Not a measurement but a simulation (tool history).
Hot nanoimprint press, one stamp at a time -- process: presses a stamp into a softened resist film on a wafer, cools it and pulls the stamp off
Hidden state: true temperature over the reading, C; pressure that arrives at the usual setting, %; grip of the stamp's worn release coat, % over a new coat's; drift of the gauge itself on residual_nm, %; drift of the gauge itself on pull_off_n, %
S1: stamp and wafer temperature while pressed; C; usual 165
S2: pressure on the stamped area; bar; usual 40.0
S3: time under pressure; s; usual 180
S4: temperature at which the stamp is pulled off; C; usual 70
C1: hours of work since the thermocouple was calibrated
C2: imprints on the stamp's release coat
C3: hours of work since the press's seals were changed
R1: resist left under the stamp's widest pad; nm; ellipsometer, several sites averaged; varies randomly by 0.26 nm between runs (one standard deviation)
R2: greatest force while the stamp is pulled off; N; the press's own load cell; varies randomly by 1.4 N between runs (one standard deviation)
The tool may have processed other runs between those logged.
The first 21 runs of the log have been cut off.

| run | hour | S1 | S2 | S3 | S4 | C1 | C2 | C3 | R1 | R2 |
|---|---|---|---|---|---|---|---|---|---|---|
| 22 | 126.5 | 155 | 24.8 | 180 | 70 | 364 | 659 | 386 | 208.6 | 222 |
|  | 131.4 | plate thermocouple calibrated |
| 23 | 136.9 | 155 | 24.8 | 180 | 70 | 4 | 679 | 392 | 208.7 | 222 |
| 24 | 142.9 | 168 | 24.2 | 119 | 73 | 9 | 696 | 397 | 157.5 | 207 |
| 25 | 147.6 | 168 | 24.2 | 119 | 73 | 13 | 709 | 400 | 157.6 | 206 |
| 26 | 153.1 | 168 | 40.0 | 158 | 70 | 17 | 724 | 405 | 115.6 | 222 |
| 27 | 158.6 | 168 | 28.1 | 158 | 70 | 22 | 739 | 409 | 134.4 | 221 |
| 28 | 167.1 | 170 | 24.7 | 207 | 69 | 28 | 763 | 416 | 117.8 | 225 |
| 29 | 171.5 | 170 | 24.7 | 207 | 69 | 32 | 775 | 419 | 118.2 | 226 |
| 30 | 175.8 | 175 | 24.7 | 302 | 69 | 35 | 787 | 423 | 82.8 | 227 |
| 31 | 182.8 | 175 | 32.1 | 302 | 71 | 41 | 806 | 428 | 72.8 | 218 |

What if the next run were any one of these 3? Each begins from the tool's condition after run 31:
| A | 191.0 | 161 | 32.1 | 171 | 73 | 47 | 829 | 435 | ? | ? |
| B | 191.0 | 175 | 32.1 | 302 | 63 | 47 | 829 | 435 | ? | ? |
| C | 191.0 | 156 | 57.9 | 154 | 71 | 47 | 829 | 435 | ? | ? |

| run | R1 | R2 |
|---|---|---|
| A | 160.8 | 210 |
| B | 73.2 | 256 |
| C | 163.1 | 215 |
Stripped of hidden state, with their random variation kept, the same runs would have yielded:
| run | R1 | R2 |
|---|---|---|
| A | 158.3 | 209 |
| B | 72.1 | 256 |
| C | 160.6 | 215 |
